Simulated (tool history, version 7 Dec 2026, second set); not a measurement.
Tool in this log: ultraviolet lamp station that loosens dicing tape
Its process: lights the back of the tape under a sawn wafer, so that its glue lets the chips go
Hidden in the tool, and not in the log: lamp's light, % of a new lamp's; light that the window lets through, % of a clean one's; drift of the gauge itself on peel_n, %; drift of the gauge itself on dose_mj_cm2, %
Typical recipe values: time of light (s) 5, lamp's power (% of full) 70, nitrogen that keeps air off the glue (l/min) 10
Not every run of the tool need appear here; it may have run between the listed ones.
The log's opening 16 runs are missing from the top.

run   hour  time of light (s)  lamp's power (% of full)  nitrogen that keeps air off the glue (l/min)  hours of work of the lamp  hours of work since the window was cleaned  force that peels the tape off (N)  light that reached the tape (J/m2)
 17  147.1                  5                        70                                            18                        267                                         305                              0.677                                3550
 18  158.8                  5                        70                                            18                        273                                         311                              0.708                                3520
 19  166.9                  5                        70                                            10                        277                                         315                              1.153                                3520
 20  176.7                  5                        70                                            10                        282                                         320                              1.132                                3550
 21  184.4                  5                        77                                             4                        286                                         324                              1.996                                3800
 22  191.4                  4                        70                                            19                        290                                         328                              1.109                                2810
 23  202.9                  4                        70                                             5                        295                                         333                              2.646                                2820
 24  210.7                  3                        98                                            10                        299                                         337                              1.545                                2950
 25  217.7                  7                        70                                            13                        303                                         341                              0.398                                4950
 26  225.6                  3                        92                                            13                        307                                         345                              1.424                                2770
 27  232.4                  5                        85                                             6                        310                                         348                              1.155                                4270

Run 28 comes next. What will it give?
 28  244.0                  9                        73                                             3                        316                                         354                                  ?                                   ?

force that peels the tape off (N): 0.835
light that reached the tape (J/m2): 6640
Had the tool carried no hidden state, the very same run would have given force that peels the tape off (N) 0.832, light that reached the tape (J/m2) 6650.

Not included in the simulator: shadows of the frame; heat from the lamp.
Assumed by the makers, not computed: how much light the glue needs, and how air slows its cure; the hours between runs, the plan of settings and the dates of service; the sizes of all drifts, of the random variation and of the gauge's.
